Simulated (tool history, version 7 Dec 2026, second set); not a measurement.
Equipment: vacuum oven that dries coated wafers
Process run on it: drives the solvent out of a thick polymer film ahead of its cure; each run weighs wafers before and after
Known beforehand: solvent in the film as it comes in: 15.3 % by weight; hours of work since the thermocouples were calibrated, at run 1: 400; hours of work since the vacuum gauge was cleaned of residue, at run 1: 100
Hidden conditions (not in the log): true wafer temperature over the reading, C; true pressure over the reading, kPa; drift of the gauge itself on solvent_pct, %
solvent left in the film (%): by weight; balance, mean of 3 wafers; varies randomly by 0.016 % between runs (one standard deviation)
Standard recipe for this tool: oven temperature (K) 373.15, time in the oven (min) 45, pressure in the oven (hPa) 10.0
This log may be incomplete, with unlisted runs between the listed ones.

run,hour,oven temperature (K),time in the oven (min),pressure in the oven (hPa),hours of work since the thermocouples were calibrated,hours of work since the vacuum gauge was cleaned of residue,solvent left in the film (%)
1,0.0,373.15,45,10.0,400,100,1.52
2,10.9,373.15,45,10.0,407,107,1.52
3,18.8,373.15,54,10.0,412,112,1.13
4,31.7,373.15,54,10.0,421,120,1.14
5,44.1,373.15,54,10.0,429,128,1.14
6,54.3,373.15,54,5.5,435,135,0.90
7,66.6,373.15,54,5.5,443,143,0.89
8,77.9,373.15,45,10.0,451,150,1.50
9,85.1,373.15,45,10.0,455,155,1.49
10,97.4,373.15,45,10.0,463,163,1.51
11,108.2,373.15,42,10.0,470,170,1.66
12,120.4,373.15,27,10.0,478,178,3.12
13,127.6,373.15,27,10.0,483,183,3.16
14,140.2,373.15,27,10.0,491,191,3.11
15,147.4,373.15,27,10.0,496,196,3.15
# hour 150.8: oven's thermocouples calibrated
16,158.5,373.15,27,10.0,5,202,3.07
17,168.0,378.15,27,5.8,11,208,1.89
18,182.9,378.15,29,5.0,21,218,1.64
19,189.8,378.15,29,5.0,25,222,1.61
20,199.5,378.15,29,5.6,32,228,1.66
21,210.6,364.15,24,5.2,39,236,5.51

Branching from run 21: 4 alternative next runs. What would each branch give?
# hour 213.5: oven's thermocouples calibrated, once more
A,221.7,364.15,67,5.2,5,242,?
# hour 213.5: oven's thermocouples calibrated, once more
B,221.7,373.15,77,38.2,5,242,?
# hour 213.5: oven's thermocouples calibrated, once more
C,221.7,365.15,30,28.8,5,242,?
# hour 213.5: oven's thermocouples calibrated, once more
D,221.7,358.15,66,5.4,5,242,?

run,solvent left in the film (%)
A,1.60
B,2.34
C,5.73
D,2.85
The same runs, with their run-to-run variation unchanged, on a tool lacking any hidden condition would have given:
run,solvent left in the film (%)
A,1.59
B,2.32
C,5.75
D,2.85
